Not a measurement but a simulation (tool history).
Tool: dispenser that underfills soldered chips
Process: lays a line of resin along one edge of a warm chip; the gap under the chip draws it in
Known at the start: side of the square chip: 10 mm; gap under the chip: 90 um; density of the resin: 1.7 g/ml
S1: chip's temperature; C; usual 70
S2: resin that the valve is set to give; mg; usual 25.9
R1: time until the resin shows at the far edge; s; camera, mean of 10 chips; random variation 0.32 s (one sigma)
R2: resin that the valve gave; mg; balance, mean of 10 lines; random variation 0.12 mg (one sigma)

run   hour  S1    S2    R1     R2
  1    0.0  70  25.9  11.1  25.79
      12.6  -- new syringe of resin
  2   12.9  70  25.9  10.9  25.70
  3   23.5  70  23.1  20.7  22.90
      25.6  -- new syringe of resin
  4   34.1  70  24.0  17.7  23.78
      38.4  -- new syringe of resin
  5   48.2  70  24.0  19.4  23.47
      51.4  -- new syringe of resin
  6   56.9  70  25.9  14.9  25.38
  7   62.5  70  25.9  20.3  25.32
      64.4  -- new syringe of resin
  8   71.7  70  25.9  16.4  25.29
      77.9  -- new syringe of resin
  9   81.5  70  25.9  12.9  25.39
      91.5  -- new syringe of resin
 10   94.5  70  25.9  12.7  25.27
 11  100.9  70  25.9  18.7  25.13
     104.5  -- new syringe of resin
 12  107.0  70  25.9  12.3  25.12
     117.6  -- new syringe of resin
 13  120.8  70  25.9  12.7  24.90
     130.5  -- new syringe of resin
 14  131.6  70  25.9  11.7  24.99
     143.4  -- new syringe of resin
 15  144.8  70  25.9  12.3  25.02
     151.3  -- dispensing valve cleaned and set on the balance
 16  153.9  70  25.9  19.0  25.82
     158.1  -- new syringe of resin
 17  164.2  70  25.9  15.2  25.92
     170.9  -- new syringe of resin
 18  171.8  70  25.9  10.8  25.69
 19  180.2  64  32.8  23.9  32.70
     184.4  -- new syringe of resin
 20  186.1  85  32.5   5.2  31.96

Forecast run 21:
 21  195.8  85  32.5   ?   ?

R1: 9.3 s
R2: 31.87 mg
Without the tool's hidden state the same run would have given R1 5.3 s, R2 32.31 mg.
